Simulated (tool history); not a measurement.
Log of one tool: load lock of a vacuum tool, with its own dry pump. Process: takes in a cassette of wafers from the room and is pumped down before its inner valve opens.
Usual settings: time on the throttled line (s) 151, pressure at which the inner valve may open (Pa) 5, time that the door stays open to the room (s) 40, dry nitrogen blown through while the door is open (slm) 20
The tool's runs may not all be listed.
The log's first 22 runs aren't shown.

run,hour,time on the throttled line (s),pressure at which the inner valve may open (Pa),time that the door stays open to the room (s),dry nitrogen blown through while the door is open (slm),"incoming humidity of the room's air, %",time from the closed door until the inner valve may open (s),rise of the pressure with all valves shut (Pa/min)
23,2119.6,151,5,40,18,43,231.5,0.114
24,2183,151,5,84,9,46.7,231.9,0.142
25,2272.1,98,5,40,20,48.2,185.1,0.115
26,2392.7,98,5,40,20,42.5,185,0.115
27,2462.4,98,5,40,20,44.2,184.9,0.121
28,2527,151,8,57,9,41.4,226.8,0.131
29,2623.3,143,8,57,9,44.4,220.4,0.139
30,2677.3,151,6,82,20,45.1,229.8,0.129
31,2772.1,151,6,49,20,46,229.9,0.126

Forecast each of these 3 alternatives for the next run:
A,2839,151,7,40,20,45,?,?
B,2839,244,5,137,20,41.4,?,?
C,2839,151,4,35,20,45,?,?

run,time from the closed door until the inner valve may open (s),rise of the pressure with all valves shut (Pa/min)
A,229,0.127
B,315,0.146
C,235.3,0.124
Without the tool's hidden state the same runs would have given:
run,time from the closed door until the inner valve may open (s),rise of the pressure with all valves shut (Pa/min)
A,223,0.025
B,309.3,0.045
C,228.6,0.02
